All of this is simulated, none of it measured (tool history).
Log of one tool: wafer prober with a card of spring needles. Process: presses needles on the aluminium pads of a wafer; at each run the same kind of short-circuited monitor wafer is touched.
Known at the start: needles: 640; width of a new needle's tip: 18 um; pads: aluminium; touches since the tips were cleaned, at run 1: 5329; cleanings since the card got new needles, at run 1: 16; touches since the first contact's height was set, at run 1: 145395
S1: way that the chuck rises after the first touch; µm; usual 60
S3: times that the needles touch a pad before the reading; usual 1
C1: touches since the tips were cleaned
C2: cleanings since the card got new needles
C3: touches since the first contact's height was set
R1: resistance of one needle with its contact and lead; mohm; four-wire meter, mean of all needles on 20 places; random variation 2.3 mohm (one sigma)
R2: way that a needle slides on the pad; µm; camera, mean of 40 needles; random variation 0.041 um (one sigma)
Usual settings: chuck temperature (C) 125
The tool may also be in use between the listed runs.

{"run": 1, "day": 0.0, "S1": 60, "chuck temperature (C)": 125, "S3": 1, "C1": 5329, "C2": 16, "C3": 145395, "R1": 364, "R2": 13.04}
{"day": 0.242, "done": "tips cleaned on abrasive film"}
{"day": 0.875, "done": "tips cleaned on abrasive film"}
{"day": 1.508, "done": "tips cleaned on abrasive film"}
{"day": 2.162, "done": "tips cleaned on abrasive film"}
{"run": 2, "day": 2.329, "S1": 60, "chuck temperature (C)": 77, "S3": 1, "C1": 2457, "C2": 20, "C3": 179162, "R1": 328, "R2": 12.98}
{"day": 2.708, "done": "tips cleaned on abrasive film"}
{"day": 3.358, "done": "tips cleaned on abrasive film"}
{"run": 3, "day": 3.5, "S1": 60, "chuck temperature (C)": 77, "S3": 2, "C1": 2070, "C2": 22, "C3": 196125, "R1": 280, "R2": 13.02}
{"day": 3.996, "done": "tips cleaned on abrasive film"}
{"day": 4.625, "done": "tips cleaned on abrasive film"}
{"day": 5.267, "done": "tips cleaned on abrasive film"}
{"run": 4, "day": 5.65, "S1": 60, "chuck temperature (C)": 125, "S3": 1, "C1": 5583, "C2": 25, "C3": 227329, "R1": 377, "R2": 13.04}
{"day": 5.917, "done": "tips cleaned on abrasive film"}
{"day": 5.929, "done": "height of the first contact set anew"}
{"day": 6.575, "done": "tips cleaned on abrasive film"}
{"run": 5, "day": 6.942, "S1": 41, "chuck temperature (C)": 125, "S3": 1, "C1": 5377, "C2": 27, "C3": 14736, "R1": 490, "R2": 9.01}
{"day": 7.204, "done": "tips cleaned on abrasive film"}
{"day": 7.838, "done": "tips cleaned on abrasive film"}
{"day": 8.362, "done": "tips cleaned on abrasive film"}
{"run": 6, "day": 8.725, "S1": 60, "chuck temperature (C)": 29, "S3": 1, "C1": 5297, "C2": 30, "C3": 40601, "R1": 366, "R2": 13.32}
{"day": 8.983, "done": "tips cleaned on abrasive film"}
{"day": 9.375, "done": "tips cleaned on abrasive film, once more"}
{"day": 10.017, "done": "tips cleaned on abrasive film"}
{"run": 7, "day": 10.025, "S1": 60, "chuck temperature (C)": 29, "S3": 1, "C1": 143, "C2": 33, "C3": 59375, "R1": 245, "R2": 13.17}
{"day": 10.654, "done": "tips cleaned on abrasive film"}
{"day": 11.179, "done": "tips cleaned on abrasive film"}
{"run": 8, "day": 11.25, "S1": 60, "chuck temperature (C)": 125, "S3": 1, "C1": 1049, "C2": 35, "C3": 77118, "R1": 295, "R2": 13.2}
{"day": 11.754, "done": "tips cleaned on abrasive film"}
{"day": 12.35, "done": "tips cleaned on abrasive film"}
{"run": 9, "day": 12.454, "S1": 60, "chuck temperature (C)": 125, "S3": 1, "C1": 1514, "C2": 37, "C3": 94602, "R1": 307, "R2": 13.24}
{"day": 12.979, "done": "tips cleaned on abrasive film"}
{"day": 13.604, "done": "tips cleaned on abrasive film"}
{"day": 14.217, "done": "tips cleaned on abrasive film"}
{"run": 10, "day": 14.467, "S1": 60, "chuck temperature (C)": 125, "S3": 1, "C1": 3639, "C2": 40, "C3": 123792, "R1": 361, "R2": 13.17}
{"day": 14.862, "done": "tips cleaned on abrasive film"}
{"day": 15.508, "done": "tips cleaned on abrasive film"}
{"run": 11, "day": 16.017, "S1": 60, "chuck temperature (C)": 125, "S3": 1, "C1": 7430, "C2": 42, "C3": 146291, "R1": 389, "R2": 13.08}
{"day": 16.15, "done": "tips cleaned on abrasive film"}
{"day": 16.762, "done": "tips cleaned on abrasive film"}
{"run": 12, "day": 17.167, "S1": 60, "chuck temperature (C)": 125, "S3": 1, "C1": 5867, "C2": 44, "C3": 162915, "R1": 375, "R2": 13.07}
{"day": 17.3, "done": "tips cleaned on abrasive film"}
{"day": 17.95, "done": "tips cleaned on abrasive film"}
{"day": 18.475, "done": "tips cleaned on abrasive film"}
{"day": 19.0, "done": "tips cleaned on abrasive film"}
{"run": 13, "day": 19.179, "S1": 60, "chuck temperature (C)": 125, "S3": 1, "C1": 2623, "C2": 48, "C3": 192071, "R1": 339, "R2": 13.08}
{"day": 19.575, "done": "tips cleaned on abrasive film"}
{"day": 20.217, "done": "tips cleaned on abrasive film"}
{"run": 14, "day": 20.738, "S1": 70, "chuck temperature (C)": 125, "S3": 1, "C1": 7570, "C2": 50, "C3": 214674, "R1": 360, "R2": 15.32}
{"day": 20.871, "done": "tips cleaned on abrasive film"}
{"day": 21.5, "done": "tips cleaned on abrasive film"}
{"day": 21.771, "done": "height of the first contact set anew"}
{"day": 22.167, "done": "tips cleaned on abrasive film"}
{"run": 15, "day": 22.246, "S1": 70, "chuck temperature (C)": 125, "S3": 1, "C1": 1155, "C2": 53, "C3": 6854, "R1": 281, "R2": 15.56}
{"day": 22.771, "done": "tips cleaned on abrasive film"}
{"day": 23.421, "done": "tips cleaned on abrasive film"}
{"day": 23.946, "done": "tips cleaned on abrasive film"}
{"day": 24.504, "done": "tips cleaned on abrasive film"}
{"run": 16, "day": 24.504, "S1": 59, "chuck temperature (C)": 125, "S3": 3, "C1": 0, "C2": 57, "C3": 39551, "R1": 259, "R2": 13.02}
{"day": 25.154, "done": "tips cleaned on abrasive film"}
{"day": 25.788, "done": "tips cleaned on abrasive film"}
{"day": 26.312, "done": "tips cleaned on abrasive film"}
{"day": 26.967, "done": "tips cleaned on abrasive film"}
{"run": 17, "day": 27.075, "S1": 59, "chuck temperature (C)": 125, "S3": 3, "C1": 1600, "C2": 61, "C3": 76882, "R1": 278, "R2": 13.07}
{"day": 27.596, "done": "tips cleaned on abrasive film"}
{"day": 28.242, "done": "tips cleaned on abrasive film"}
{"day": 28.875, "done": "tips cleaned on abrasive film"}
{"run": 18, "day": 29.288, "S1": 59, "chuck temperature (C)": 125, "S3": 3, "C1": 6025, "C2": 64, "C3": 108986, "R1": 302, "R2": 13.0}
{"day": 29.404, "done": "tips cleaned on abrasive film"}
{"day": 30.05, "done": "tips cleaned on abrasive film"}
{"day": 30.575, "done": "tips cleaned on abrasive film"}
{"day": 31.196, "done": "tips cleaned on abrasive film"}
{"run": 19, "day": 31.196, "S1": 59, "chuck temperature (C)": 125, "S3": 3, "C1": 0, "C2": 68, "C3": 136585, "R1": 255, "R2": 12.86}
{"day": 31.85, "done": "tips cleaned on abrasive film"}
{"day": 32.504, "done": "tips cleaned on abrasive film"}
{"day": 33.029, "done": "tips cleaned on abrasive film"}
{"run": 20, "day": 33.338, "S1": 60, "chuck temperature (C)": 125, "S3": 3, "C1": 4516, "C2": 71, "C3": 167669, "R1": 294, "R2": 13.12}
{"day": 33.6, "done": "tips cleaned on abrasive film"}
{"day": 34.254, "done": "tips cleaned on abrasive film"}
{"run": 21, "day": 34.467, "S1": 60, "chuck temperature (C)": 114, "S3": 2, "C1": 3089, "C2": 73, "C3": 184014, "R1": 304, "R2": 13.19}
{"day": 34.858, "done": "tips cleaned on abrasive film"}
{"day": 35.483, "done": "tips cleaned on abrasive film"}
{"run": 22, "day": 35.738, "S1": 56, "chuck temperature (C)": 125, "S3": 1, "C1": 3731, "C2": 75, "C3": 202469, "R1": 368, "R2": 12.21}
{"day": 36.133, "done": "tips cleaned on abrasive film"}
{"day": 36.658, "done": "tips cleaned on abrasive film"}
{"day": 37.312, "done": "tips cleaned on abrasive film"}
{"run": 23, "day": 37.325, "S1": 60, "chuck temperature (C)": 125, "S3": 2, "C1": 144, "C2": 78, "C3": 225413, "R1": 265, "R2": 13.09}
{"day": 37.725, "done": "height of the first contact set anew"}
{"day": 37.979, "done": "tips cleaned on abrasive film"}
{"day": 38.617, "done": "tips cleaned on abrasive film"}
{"day": 39.246, "done": "tips cleaned on abrasive film"}
{"day": 39.862, "done": "tips cleaned on abrasive film"}
{"run": 24, "day": 39.862, "S1": 76, "chuck temperature (C)": 125, "S3": 2, "C1": 0, "C2": 82, "C3": 30956, "R1": 253, "R2": 16.79}
{"day": 40.475, "done": "tips cleaned on abrasive film"}
{"day": 41.0, "done": "tips cleaned on abrasive film"}
{"day": 41.654, "done": "tips cleaned on abrasive film"}
{"run": 25, "day": 41.671, "S1": 76, "chuck temperature (C)": 125, "S3": 2, "C1": 267, "C2": 85, "C3": 57150, "R1": 261, "R2": 16.84}
{"day": 42.296, "done": "tips cleaned on abrasive film"}
{"day": 42.933, "done": "tips cleaned on abrasive film"}
{"day": 43.567, "done": "tips cleaned on abrasive film"}
{"day": 44.217, "done": "tips cleaned on abrasive film"}
{"run": 26, "day": 44.217, "S1": 76, "chuck temperature (C)": 125, "S3": 2, "C1": 0, "C2": 89, "C3": 94034, "R1": 255, "R2": 16.73}
{"day": 44.829, "done": "tips cleaned on abrasive film"}
{"day": 45.462, "done": "tips cleaned on abrasive film"}
{"day": 46.096, "done": "tips cleaned on abrasive film"}
{"run": 27, "day": 46.396, "S1": 76, "chuck temperature (C)": 97, "S3": 2, "C1": 4395, "C2": 92, "C3": 125694, "R1": 295, "R2": 16.64}

Forecast run 28:
{"day": 46.646, "done": "tips cleaned on abrasive film"}
{"day": 47.254, "done": "tips cleaned on abrasive film"}
{"day": 47.912, "done": "tips cleaned on abrasive film"}
{"day": 48.567, "done": "tips cleaned on abrasive film"}
{"run": 28, "day": 48.662, "S1": 44, "chuck temperature (C)": 97, "S3": 1, "C1": 1440, "C2": 96, "C3": 158551, "R1": "?", "R2": "?"}

Run 28 gave R1 371 mohm, R2 9.62 µm.
Without the tool's hidden state the same run would have given R1 251 mohm, R2 9.81 µm.

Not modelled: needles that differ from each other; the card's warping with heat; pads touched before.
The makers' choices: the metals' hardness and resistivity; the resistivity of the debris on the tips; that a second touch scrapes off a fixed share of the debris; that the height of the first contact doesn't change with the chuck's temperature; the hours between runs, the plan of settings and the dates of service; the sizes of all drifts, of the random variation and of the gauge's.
